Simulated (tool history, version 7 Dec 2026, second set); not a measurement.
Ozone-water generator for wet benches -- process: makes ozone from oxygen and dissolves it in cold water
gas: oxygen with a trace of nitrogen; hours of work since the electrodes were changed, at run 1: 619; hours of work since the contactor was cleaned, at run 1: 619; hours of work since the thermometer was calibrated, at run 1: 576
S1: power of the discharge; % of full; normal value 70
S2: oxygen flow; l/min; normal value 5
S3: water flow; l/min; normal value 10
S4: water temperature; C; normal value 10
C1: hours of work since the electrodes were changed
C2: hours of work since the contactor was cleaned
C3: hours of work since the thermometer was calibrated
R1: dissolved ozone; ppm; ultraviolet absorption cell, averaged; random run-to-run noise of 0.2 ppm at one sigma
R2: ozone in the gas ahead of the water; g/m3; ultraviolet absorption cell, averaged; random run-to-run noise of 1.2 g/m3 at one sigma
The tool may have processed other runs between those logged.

{"run": 1, "hour": 0.0, "S1": 70, "S2": 5, "S3": 10, "S4": 10, "C1": 619, "C2": 619, "C3": 576, "R1": 27.2, "R2": 218.2}
{"run": 2, "hour": 43.5, "S1": 70, "S2": 3.44, "S3": 10, "S4": 10, "C1": 653, "C2": 653, "C3": 610, "R1": 27.2, "R2": 261.3}
{"run": 3, "hour": 73.6, "S1": 70, "S2": 3.44, "S3": 10, "S4": 10, "C1": 677, "C2": 677, "C3": 634, "R1": 27, "R2": 261.8}
{"run": 4, "hour": 106.1, "S1": 70, "S2": 3.44, "S3": 8, "S4": 10, "C1": 703, "C2": 703, "C3": 659, "R1": 33.4, "R2": 260.8}
{"run": 5, "hour": 139.5, "S1": 80, "S2": 5, "S3": 10, "S4": 10, "C1": 729, "C2": 729, "C3": 686, "R1": 29.8, "R2": 238.1}
{"run": 6, "hour": 171.5, "S1": 67, "S2": 5, "S3": 9, "S4": 10, "C1": 754, "C2": 754, "C3": 711, "R1": 28.6, "R2": 208.8}
{"run": 7, "hour": 197.9, "S1": 70, "S2": 3.85, "S3": 10, "S4": 8, "C1": 775, "C2": 775, "C3": 732, "R1": 27.5, "R2": 246.6}
{"run": 8, "hour": 235.2, "S1": 70, "S2": 5, "S3": 7, "S4": 10, "C1": 804, "C2": 804, "C3": 761, "R1": 35.9, "R2": 214.8}
{"run": 9, "hour": 281.3, "S1": 63, "S2": 3.67, "S3": 9, "S4": 6, "C1": 841, "C2": 841, "C3": 797, "R1": 28.8, "R2": 228.7}
{"run": 10, "hour": 327.7, "S1": 70, "S2": 8.53, "S3": 10, "S4": 9, "C1": 877, "C2": 877, "C3": 834, "R1": 25.4, "R2": 162.4}

Here are 3 independent what-if runs from the current tool condition. What would each one return?
{"run": "A", "hour": 368.1, "S1": 70, "S2": 3.24, "S3": 10, "S4": 12, "C1": 909, "C2": 909, "C3": 866, "R1": "?", "R2": "?"}
{"run": "B", "hour": 368.1, "S1": 70, "S2": 4.38, "S3": 10, "S4": 10, "C1": 909, "C2": 909, "C3": 866, "R1": "?", "R2": "?"}
{"run": "C", "hour": 368.1, "S1": 70, "S2": 3.61, "S3": 12, "S4": 15, "C1": 909, "C2": 909, "C3": 866, "R1": "?", "R2": "?"}

run=A R1=25.4 R2=265.6
run=B R1=26.9 R2=227
run=C R1=20.4 R2=250.2
Without the tool's unlogged condition, the same runs would have read:
run=A R1=27.4 R2=278.7
run=B R1=28.9 R2=238.2
run=C R1=21.9 R2=262.7
